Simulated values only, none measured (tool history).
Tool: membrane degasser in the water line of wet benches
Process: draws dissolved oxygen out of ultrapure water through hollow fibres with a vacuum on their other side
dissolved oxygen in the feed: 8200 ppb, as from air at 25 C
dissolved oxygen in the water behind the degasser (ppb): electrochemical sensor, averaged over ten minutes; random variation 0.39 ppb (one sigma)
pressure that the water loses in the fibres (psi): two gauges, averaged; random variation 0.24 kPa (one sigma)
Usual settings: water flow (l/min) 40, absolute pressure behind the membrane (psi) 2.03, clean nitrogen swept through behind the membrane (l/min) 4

run	hour	water flow (l/min)	absolute pressure behind the membrane (psi)	clean nitrogen swept through behind the membrane (l/min)	dissolved oxygen in the water behind the degasser (ppb)	pressure that the water loses in the fibres (psi)
1	0	40	2.03	4	251.7	8.905
2	118.2	40	2.03	4	251.9	8.92
3	171.6	40	2.03	4	251.3	8.985
4	227.2	40	2.03	4	252.3	8.944
5	282.8	40	2.03	4	251.7	8.958
6	405.3	40	3.29	4	440.8	8.904
7	517.2	40	3.29	4	442.1	8.931
8	591.4	47	3.29	4	512.1	10.52
9	650.8	47	3.29	4	512.6	10.501
10	730.3	40	2.03	5.34	194.1	8.898
11	854.6	40	2.03	1.68	533.9	8.939
12	962.1	40	2.03	1.68	532.6	8.939
13	1049	32	2.03	4	203.8	7.149
14	1117.1	50	2.03	4	314.4	11.152
15	1205.1	50	2.03	4	314.7	11.165
16	1325.2	50	2.03	4	314.3	11.121
17	1423.4	39	2.03	4	245.5	8.679
18	1510.7	40	4.53	2.63	884.7	8.904
19	1589.9	40	4.15	2.24	923.2	8.992
20	1710.4	40	4.15	2.24	922.3	8.889
21	1763.8	40	4.15	2.24	922.7	8.836
22	1822.6	49	3.16	3.31	599	10.889
23	1893.6	47	2.81	7.23	254.9	10.492
24	1969.8	35	1.81	4.74	164	7.77

Forecast run 25:
25	2087.5	36	3.23	2.44	?	?

dissolved oxygen in the water behind the degasser (ppb): 606.1
pressure that the water loses in the fibres (psi): 8.037
Without the tool's hidden state the same run would have given dissolved oxygen in the water behind the degasser (ppb) 606.1, pressure that the water loses in the fibres (psi) 8.034.
